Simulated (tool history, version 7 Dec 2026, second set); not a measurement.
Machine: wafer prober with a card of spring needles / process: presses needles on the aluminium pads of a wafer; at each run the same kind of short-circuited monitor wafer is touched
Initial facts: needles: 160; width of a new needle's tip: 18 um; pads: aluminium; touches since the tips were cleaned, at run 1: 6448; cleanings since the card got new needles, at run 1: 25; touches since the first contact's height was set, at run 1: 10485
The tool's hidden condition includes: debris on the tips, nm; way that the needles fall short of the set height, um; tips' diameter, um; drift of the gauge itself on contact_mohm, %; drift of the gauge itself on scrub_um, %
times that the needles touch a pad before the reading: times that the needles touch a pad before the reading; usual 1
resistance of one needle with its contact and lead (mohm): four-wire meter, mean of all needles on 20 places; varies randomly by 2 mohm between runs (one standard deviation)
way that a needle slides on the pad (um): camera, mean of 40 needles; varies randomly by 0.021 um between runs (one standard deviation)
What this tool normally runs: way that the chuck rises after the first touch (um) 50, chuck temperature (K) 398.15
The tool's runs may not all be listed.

run   hour  way that the chuck rises after the first touch (um)  chuck temperature (K)  times that the needles touch a pad before the reading  touches since the tips were cleaned  cleanings since the card got new needles  touches since the first contact's height was set  resistance of one needle with its contact and lead (mohm)  way that a needle slides on the pad (um)
  1    0.0                                                   50                 398.15                                                      1                                 6448                                        25                                             10485                                                        207                                     10.36
       3.7  -- tips cleaned on abrasive film
      18.6  -- tips cleaned on abrasive film
  2   24.6                                                   57                 398.15                                                      1                                 3564                                        27                                             25050                                                        203                                     11.80
      32.7  -- tips cleaned on abrasive film
      46.6  -- tips cleaned on abrasive film
  3   51.1                                                   57                 398.15                                                      1                                 2679                                        29                                             40798                                                        204                                     11.79
      61.2  -- tips cleaned on abrasive film
  4   69.1                                                   50                 398.15                                                      1                                 4742                                        30                                             51526                                                        211                                     10.38
      75.1  -- tips cleaned on abrasive film
  5   85.6                                                   50                 398.15                                                      1                                 6287                                        31                                             61314                                                        209                                     10.34
      89.6  -- tips cleaned on abrasive film
     104.2  -- tips cleaned on abrasive film
  6  114.0                                                   50                 398.15                                                      1                                 5902                                        33                                             78210                                                        212                                     10.34
     118.2  -- tips cleaned on abrasive film
     132.2  -- tips cleaned on abrasive film
  7  133.1                                                   50                 398.15                                                      1                                  536                                        35                                             89518                                                        213                                     10.32
     147.4  -- tips cleaned on abrasive film
     161.1  -- tips cleaned on abrasive film
  8  163.1                                                   50                 398.15                                                      1                                 1208                                        37                                            107310                                                        210                                     10.34
     175.0  -- tips cleaned on abrasive film
  9  182.0                                                   50                 398.15                                                      1                                 4158                                        38                                            118545                                                        215                                     10.34
     189.0  -- tips cleaned on abrasive film
     202.8  -- tips cleaned on abrasive film
 10  207.1                                                   50                 398.15                                                      1                                 2580                                        40                                            133455                                                        212                                     10.34
     216.5  -- tips cleaned on abrasive film
 11  227.7                                                   56                 337.15                                                      1                                 6664                                        41                                            145702                                                        192                                     11.60

The next listed run, before its measurement:
     230.2  -- tips cleaned on abrasive film
     245.3  -- tips cleaned on abrasive film
 12  249.5                                                   50                 398.15                                                      2                                 2482                                        43                                            158637                                                          ?                                         ?

{"run 12": {"resistance of one needle with its contact and lead (mohm)": 210, "way that a needle slides on the pad (um)": 10.34}}
On a tool with no hidden condition, and with the same random variation, this run would have come out at resistance of one needle with its contact and lead (mohm) 210, way that a needle slides on the pad (um) 10.34.
